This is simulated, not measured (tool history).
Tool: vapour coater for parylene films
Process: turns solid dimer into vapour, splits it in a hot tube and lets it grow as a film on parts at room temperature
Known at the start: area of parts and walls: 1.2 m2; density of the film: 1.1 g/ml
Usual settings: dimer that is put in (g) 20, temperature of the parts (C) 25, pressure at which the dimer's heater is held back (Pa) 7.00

run	hour	dimer that is put in (g)	temperature of the parts (C)	pressure at which the dimer's heater is held back (Pa)	thickness of the film (nm)
1	0.0	20	25	7.00	6440
2	34.2	20	25	7.00	6520
3	49.9	20	25	7.00	6450
4	73.5	20	25	7.00	6400
5	104.8	20	25	7.00	6380
6	135.3	20	25	7.00	6480
7	160.1	28	25	7.00	8850
8	198.0	28	25	7.00	8940
9	217.4	20	25	2.20	8090
# hour 240.0: trap's valve overhauled
10	241.2	20	25	2.20	9440
11	264.4	20	25	2.20	9630
12	293.7	20	25	2.20	9380
13	318.0	20	25	7.00	7260
14	348.5	20	25	4.60	8040
15	372.3	20	25	3.23	8550
16	410.5	20	25	3.23	8570
17	440.6	14	25	4.83	5410
18	461.3	11	37	4.83	2870
19	479.1	15	25	4.83	5780
20	501.6	25	36	3.32	7290
21	520.1	12	33	3.20	3850
22	551.6	12	33	3.20	3850
23	571.2	10	22	4.95	4230
24	605.5	10	22	4.95	4230
25	641.4	10	22	4.95	4180
26	673.8	12	22	10.07	4220
27	692.1	19	35	3.28	5650
28	707.8	10	25	7.00	3460

3 ways to go on from here, each from the tool as it stands after run 28. What would each give?
A	725.7	9	26	5.96	?
B	725.7	11	30	7.17	?
C	725.7	26	25	4.44	?

run	thickness of the film (nm)
A	3170
B	3220
C	9820
Without the tool's hidden state the same runs would have given:
run	thickness of the film (nm)
A	3300
B	3360
C	10240

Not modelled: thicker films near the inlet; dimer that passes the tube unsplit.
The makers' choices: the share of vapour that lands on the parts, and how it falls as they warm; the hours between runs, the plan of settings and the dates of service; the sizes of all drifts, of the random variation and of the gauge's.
